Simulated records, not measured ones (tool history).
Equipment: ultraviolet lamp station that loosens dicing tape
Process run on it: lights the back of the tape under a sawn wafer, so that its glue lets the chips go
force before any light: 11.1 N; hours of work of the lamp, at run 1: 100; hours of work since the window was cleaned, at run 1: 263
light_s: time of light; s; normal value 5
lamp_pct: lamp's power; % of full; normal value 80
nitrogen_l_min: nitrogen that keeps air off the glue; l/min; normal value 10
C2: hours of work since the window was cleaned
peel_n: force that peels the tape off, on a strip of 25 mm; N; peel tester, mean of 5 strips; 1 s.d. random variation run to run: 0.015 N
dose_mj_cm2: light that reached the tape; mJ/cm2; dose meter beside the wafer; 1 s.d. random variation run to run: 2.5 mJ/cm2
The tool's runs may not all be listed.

run 1 hour=0.0 | light_s=5 lamp_pct=80 nitrogen_l_min=10 | hours_of_work_of_the_lamp=100 C2=263 | peel_n=0.890 dose_mj_cm2=264
run 2 hour=30.2 | light_s=5 lamp_pct=80 nitrogen_l_min=10 | hours_of_work_of_the_lamp=120 C2=284 | peel_n=0.941 dose_mj_cm2=264
run 3 hour=78.4 | light_s=5 lamp_pct=80 nitrogen_l_min=18 | hours_of_work_of_the_lamp=152 C2=316 | peel_n=0.767 dose_mj_cm2=258
run 4 hour=116.6 | light_s=5 lamp_pct=80 nitrogen_l_min=15 | hours_of_work_of_the_lamp=178 C2=341 | peel_n=0.818 dose_mj_cm2=252
run 5 hour=176.6 | light_s=5 lamp_pct=80 nitrogen_l_min=15 | hours_of_work_of_the_lamp=218 C2=381 | peel_n=0.899 dose_mj_cm2=249
run 6 hour=211.2 | light_s=5 lamp_pct=80 nitrogen_l_min=15 | hours_of_work_of_the_lamp=241 C2=404 | peel_n=0.908 dose_mj_cm2=245
run 7 hour=239.3 | light_s=5 lamp_pct=80 nitrogen_l_min=15 | hours_of_work_of_the_lamp=259 C2=423 | peel_n=0.950 dose_mj_cm2=244
run 8 hour=270.5 | light_s=4 lamp_pct=80 nitrogen_l_min=10 | hours_of_work_of_the_lamp=280 C2=443 | peel_n=1.746 dose_mj_cm2=192
-- hour=276.1 window cleaned of glue's vapour
run 9 hour=315.8 | light_s=4 lamp_pct=73 nitrogen_l_min=10 | hours_of_work_of_the_lamp=310 C2=26 | peel_n=2.214 dose_mj_cm2=170
run 10 hour=356.8 | light_s=4 lamp_pct=73 nitrogen_l_min=18 | hours_of_work_of_the_lamp=337 C2=54 | peel_n=1.940 dose_mj_cm2=166
run 11 hour=425.3 | light_s=4 lamp_pct=73 nitrogen_l_min=10 | hours_of_work_of_the_lamp=383 C2=99 | peel_n=2.354 dose_mj_cm2=162
run 12 hour=468.1 | light_s=5 lamp_pct=80 nitrogen_l_min=10 | hours_of_work_of_the_lamp=411 C2=128 | peel_n=1.363 dose_mj_cm2=219
run 13 hour=496.9 | light_s=5 lamp_pct=81 nitrogen_l_min=10 | hours_of_work_of_the_lamp=430 C2=147 | peel_n=1.358 dose_mj_cm2=217
-- hour=506.2 window cleaned of glue's vapour, once more
run 14 hour=536.2 | light_s=5 lamp_pct=80 nitrogen_l_min=6 | hours_of_work_of_the_lamp=456 C2=20 | peel_n=1.189 dose_mj_cm2=260
run 15 hour=566.0 | light_s=5 lamp_pct=80 nitrogen_l_min=6 | hours_of_work_of_the_lamp=476 C2=40 | peel_n=1.259 dose_mj_cm2=256
run 16 hour=611.1 | light_s=5 lamp_pct=80 nitrogen_l_min=9 | hours_of_work_of_the_lamp=506 C2=70 | peel_n=1.063 dose_mj_cm2=254
run 17 hour=665.2 | light_s=5 lamp_pct=80 nitrogen_l_min=9 | hours_of_work_of_the_lamp=542 C2=106 | peel_n=1.079 dose_mj_cm2=249
run 18 hour=703.3 | light_s=5 lamp_pct=80 nitrogen_l_min=10 | hours_of_work_of_the_lamp=567 C2=131 | peel_n=1.090 dose_mj_cm2=242
run 19 hour=755.8 | light_s=5 lamp_pct=81 nitrogen_l_min=10 | hours_of_work_of_the_lamp=602 C2=166 | peel_n=1.058 dose_mj_cm2=241
run 20 hour=812.7 | light_s=5 lamp_pct=81 nitrogen_l_min=10 | hours_of_work_of_the_lamp=640 C2=204 | peel_n=1.146 dose_mj_cm2=238
run 21 hour=844.6 | light_s=4 lamp_pct=73 nitrogen_l_min=3 | hours_of_work_of_the_lamp=661 C2=225 | peel_n=3.379 dose_mj_cm2=172
run 22 hour=896.2 | light_s=2 lamp_pct=71 nitrogen_l_min=3 | hours_of_work_of_the_lamp=696 C2=259 | peel_n=6.066 dose_mj_cm2=82
run 23 hour=959.8 | light_s=2 lamp_pct=84 nitrogen_l_min=3 | hours_of_work_of_the_lamp=738 C2=302 | peel_n=5.381 dose_mj_cm2=93
run 24 hour=1017.5 | light_s=10 lamp_pct=85 nitrogen_l_min=10 | hours_of_work_of_the_lamp=776 C2=340 | peel_n=0.231 dose_mj_cm2=458
run 25 hour=1054.6 | light_s=8 lamp_pct=69 nitrogen_l_min=9 | hours_of_work_of_the_lamp=801 C2=365 | peel_n=0.764 dose_mj_cm2=289
run 26 hour=1084.7 | light_s=8 lamp_pct=69 nitrogen_l_min=9 | hours_of_work_of_the_lamp=821 C2=385 | peel_n=0.741 dose_mj_cm2=285
run 27 hour=1153.7 | light_s=2 lamp_pct=99 nitrogen_l_min=8 | hours_of_work_of_the_lamp=867 C2=431 | peel_n=4.349 dose_mj_cm2=101
-- hour=1178.3 window cleaned of glue's vapour
run 28 hour=1196.1 | light_s=2 lamp_pct=99 nitrogen_l_min=8 | hours_of_work_of_the_lamp=895 C2=12 | peel_n=3.740 dose_mj_cm2=117
run 29 hour=1259.5 | light_s=2 lamp_pct=76 nitrogen_l_min=8 | hours_of_work_of_the_lamp=937 C2=54 | peel_n=4.998 dose_mj_cm2=86
run 30 hour=1312.7 | light_s=2 lamp_pct=76 nitrogen_l_min=8 | hours_of_work_of_the_lamp=972 C2=89 | peel_n=5.121 dose_mj_cm2=84
run 31 hour=1378.9 | light_s=2 lamp_pct=76 nitrogen_l_min=8 | hours_of_work_of_the_lamp=1016 C2=133 | peel_n=5.246 dose_mj_cm2=81
run 32 hour=1435.0 | light_s=5 lamp_pct=62 nitrogen_l_min=9 | hours_of_work_of_the_lamp=1054 C2=171 | peel_n=2.418 dose_mj_cm2=163
run 33 hour=1501.1 | light_s=3 lamp_pct=80 nitrogen_l_min=6 | hours_of_work_of_the_lamp=1098 C2=215 | peel_n=3.857 dose_mj_cm2=128
run 34 hour=1539.8 | light_s=3 lamp_pct=61 nitrogen_l_min=4 | hours_of_work_of_the_lamp=1123 C2=240 | peel_n=5.452 dose_mj_cm2=93
run 35 hour=1581.5 | light_s=3 lamp_pct=61 nitrogen_l_min=11 | hours_of_work_of_the_lamp=1151 C2=268 | peel_n=4.654 dose_mj_cm2=91
run 36 hour=1650.6 | light_s=3 lamp_pct=72 nitrogen_l_min=4 | hours_of_work_of_the_lamp=1197 C2=314 | peel_n=5.023 dose_mj_cm2=104
run 37 hour=1686.2 | light_s=3 lamp_pct=72 nitrogen_l_min=4 | hours_of_work_of_the_lamp=1221 C2=338 | peel_n=5.081 dose_mj_cm2=104

Branching from run 37: 4 alternative next runs. What would each branch give?
run A hour=1732.5 | light_s=3 lamp_pct=63 nitrogen_l_min=4 | hours_of_work_of_the_lamp=1251 C2=369 | peel_n=? dose_mj_cm2=?
run B hour=1732.5 | light_s=3 lamp_pct=80 nitrogen_l_min=6 | hours_of_work_of_the_lamp=1251 C2=369 | peel_n=? dose_mj_cm2=?
run C hour=1732.5 | light_s=9 lamp_pct=80 nitrogen_l_min=15 | hours_of_work_of_the_lamp=1251 C2=369 | peel_n=? dose_mj_cm2=?
run D hour=1732.5 | light_s=5 lamp_pct=61 nitrogen_l_min=7 | hours_of_work_of_the_lamp=1251 C2=369 | peel_n=? dose_mj_cm2=?

run=A peel_n=5.491 dose_mj_cm2=86
run=B peel_n=4.359 dose_mj_cm2=113
run=C peel_n=0.428 dose_mj_cm2=332
run=D peel_n=3.053 dose_mj_cm2=142
Stripped of hidden state, with their random variation kept, the same runs would have yielded:
run=A peel_n=3.633 dose_mj_cm2=139
run=B peel_n=2.454 dose_mj_cm2=180
run=C peel_n=0.142 dose_mj_cm2=536
run=D peel_n=1.455 dose_mj_cm2=229
